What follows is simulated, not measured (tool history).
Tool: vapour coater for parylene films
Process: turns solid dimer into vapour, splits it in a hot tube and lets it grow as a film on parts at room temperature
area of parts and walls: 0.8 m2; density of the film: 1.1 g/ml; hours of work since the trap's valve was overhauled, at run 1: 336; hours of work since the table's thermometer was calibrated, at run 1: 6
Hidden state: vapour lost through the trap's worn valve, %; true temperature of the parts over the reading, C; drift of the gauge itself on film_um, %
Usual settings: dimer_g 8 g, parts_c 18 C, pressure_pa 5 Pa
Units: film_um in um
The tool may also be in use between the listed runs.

run	day	dimer_g	parts_c	pressure_pa	hours of work since the trap's valve was overhauled	hours of work since the table's thermometer was calibrated	film_um
1	0	8	18	5	336	6	5.35
2	0.892	8	18	5	349	19	5.28
# day 1.867: trap's valve overhauled
3	2.854	8	18	5	14	43	5.7
4	3.662	8	18	5	25	54	5.6
5	4.858	8	10	5	41	71	6.63
6	5.917	8	10	5	55	85	6.65
7	7.35	8	10	5	75	105	6.67
8	8.533	8	18	2.9	91	121	6.11
9	9.492	8	18	2.9	104	134	6.08
10	11.233	8	18	6.72	128	158	5.29
11	11.983	8	18	6.72	138	168	5.24
12	13.546	8	18	6.72	160	189	5.13
13	14.358	8	18	6.72	171	200	5.18
14	16.025	8	18	6.72	194	223	5.17
15	17.658	12	18	5	216	246	8.2
16	18.471	12	18	5	227	257	8.17
17	19.792	12	18	5	245	275	8.15
18	21.3	8	18	7.53	266	295	5.05
19	22.588	10	18	2.58	283	313	7.66
20	24.3	3	26	4.35	307	336	1.77
21	26.008	8	18	10.48	330	360	4.63
22	27.525	8	18	10.48	351	381	4.62
# day 28.375: trap's valve overhauled
23	28.75	4	30	5	5	395	2.15
24	29.546	4	30	5	16	406	2.2
25	30.446	4	25	5	28	418	2.38
26	31.875	13	13	5	48	438	10.18
27	33.475	9	26	5.28	70	460	5.15
28	35.121	3	28	5.28	92	482	1.65
29	35.946	11	28	4.5	104	494	6.24
30	37.221	5	10	10.01	121	511	3.64
31	38.175	8	10	4.68	134	524	6.57
32	39.233	6	25	6.59	149	538	3.34
33	40.296	7	25	8.96	163	553	3.73
34	41.646	4	18	5	182	571	2.73
35	43.196	4	18	5	203	593	2.74
36	44.008	7	18	5	214	604	4.77

Forecast each of these 5 alternatives for the next run:
A	44.762	7	11	2.9	224	614	?
B	44.762	5	18	5.51	224	614	?
C	44.762	5	17	5.28	224	614	?
D	44.762	7	18	2.53	224	614	?
E	44.762	10	24	5	224	614	?

run	film_um
A	6.07
B	3.28
C	3.46
D	5.34
E	6.02
Without the tool's hidden state the same runs would have given:
run	film_um
A	6.33
B	3.42
C	3.61
D	5.57
E	6.27
